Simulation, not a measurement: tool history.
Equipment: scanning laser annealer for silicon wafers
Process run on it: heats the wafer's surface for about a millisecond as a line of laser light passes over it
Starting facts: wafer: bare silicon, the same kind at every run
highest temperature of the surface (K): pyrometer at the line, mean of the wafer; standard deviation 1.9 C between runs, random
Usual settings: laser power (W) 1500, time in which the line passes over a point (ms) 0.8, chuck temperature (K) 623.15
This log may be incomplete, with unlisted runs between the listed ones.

run,day,laser power (W),time in which the line passes over a point (ms),chuck temperature (K),highest temperature of the surface (K)
1,0,1500,0.8,623.15,1404.15
2,0.333,1500,0.65,623.15,1323.15
3,0.667,1500,0.65,585.15,1290.15
4,0.875,1500,0.65,585.15,1292.15
5,1.242,1500,0.65,585.15,1288.15
6,1.546,1500,0.65,603.15,1311.15
7,1.992,1500,0.8,623.15,1403.15
8,2.221,1500,0.8,623.15,1402.15
9,2.588,1500,0.8,619.15,1400.15
10,2.954,1500,0.8,623.15,1401.15
11,3.296,1500,0.8,623.15,1403.15
12,3.554,1500,0.8,631.15,1408.15
13,3.958,1500,0.8,631.15,1409.15
14,4.358,1500,0.8,631.15,1411.15
15,4.562,1500,0.604,623.15,1298.15
16,4.879,1500,0.604,623.15,1300.15
17,5.317,1500,0.604,623.15,1303.15
# day 5.571: optics aligned, line set to its width
18,5.962,1500,0.8,623.15,1407.15
19,6.371,1500,0.8,623.15,1407.15
20,6.842,1500,0.8,623.15,1406.15
21,7.096,1541,0.8,646.15,1450.15

Predict the results of run 22:
22,7.492,1541,0.8,646.15,?

{"run 22": {"highest temperature of the surface (K)": 1449.15}}
If the tool had no hidden condition, the same run with the same run-to-run variation would have returned highest temperature of the surface (K) 1462.15.
